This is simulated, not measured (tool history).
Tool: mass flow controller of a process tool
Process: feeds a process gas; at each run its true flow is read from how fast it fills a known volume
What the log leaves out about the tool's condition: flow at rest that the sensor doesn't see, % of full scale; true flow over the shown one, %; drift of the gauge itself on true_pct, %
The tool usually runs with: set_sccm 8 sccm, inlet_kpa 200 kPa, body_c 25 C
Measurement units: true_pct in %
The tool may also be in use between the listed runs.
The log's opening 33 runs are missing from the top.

run,hour,set_sccm,inlet_kpa,body_c,hours of work since the controller was set to zero,hours of work since the controller was changed,true_pct
34,2983.2,2,205,32,208,2200,97.85
35,3067.5,2,205,32,238,2231,97.85
36,3167.8,10,248,36,275,2268,98.92
37,3273,8,224,34,313,2306,98.57
38,3361.2,8,200,25,345,2338,97.65
39,3475.5,17,166,25,387,2380,98.92
40,3564.3,17,166,25,419,2412,98.97
41,3648.1,15,248,20,450,2443,97.85
42,3719.5,8,227,30,476,2469,98.09
43,3809.7,7,174,26,509,2502,97.74
44,3894,5,200,25,540,2532,97.42
45,4001.7,16,208,25,579,2571,98.65
46,4083.1,3,208,23,609,2601,97.05
47,4146.7,17,244,27,632,2624,98.91
48,4219.2,17,244,27,658,2651,98.76

Consider 4 possible next runs. They are alternatives, not a sequence: every one starts from the tool as it was left by run 48. What does each give?
A,4271.2,8,200,21,677,2670,?
B,4271.2,12,244,30,677,2670,?
C,4271.2,6,144,34,677,2670,?
D,4271.2,17,244,30,677,2670,?

run,true_pct
A,97.3
B,98.44
C,98.67
D,99.03
Without the tool's unlogged condition, the same runs would have read:
run,true_pct
A,97.99
B,99.18
C,99.29
D,99.81
